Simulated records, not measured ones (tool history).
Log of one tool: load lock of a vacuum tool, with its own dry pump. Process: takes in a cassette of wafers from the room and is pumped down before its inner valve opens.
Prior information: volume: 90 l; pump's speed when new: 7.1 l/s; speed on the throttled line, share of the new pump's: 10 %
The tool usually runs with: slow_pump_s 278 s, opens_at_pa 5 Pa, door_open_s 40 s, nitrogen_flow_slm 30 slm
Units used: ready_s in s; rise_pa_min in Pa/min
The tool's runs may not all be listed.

run    hour  slow_pump_s  opens_at_pa  door_open_s  nitrogen_flow_slm  incoming humidity of the room's air, %  ready_s  rise_pa_min
  1     0.0          278            5           40                 30                                    43.6    396.2        0.044
  2   105.0          278            5           40                 30                                    46.3    397.1        0.038
  3   228.4          278            5           40                 30                                    46.8    395.1        0.039
  4   333.2          278            5           40                 30                                    42.3    393.2        0.041
  5   461.6          278            8           40                 30                                    44.1    388.2        0.046
  6   617.7          278            8           40                 30                                    44.8    390.8        0.045
  7   774.2          360            5           47                 30                                    46.3    472.9        0.047
  8   908.4          277            7           47                 30                                    43.4    396.5        0.048
  9  1070.4          278            5           40                 30                                    47.2    397.5        0.053

Forecast run 10:
 10  1238.3          278            5          193                 30                                    45.5        ?            ?

Run 10 yielded ready_s 398.9 s, rise_pa_min 0.079 Pa/min.
With no hidden state in the tool, this same run would have given ready_s 379.4 s, rise_pa_min 0.046 Pa/min.
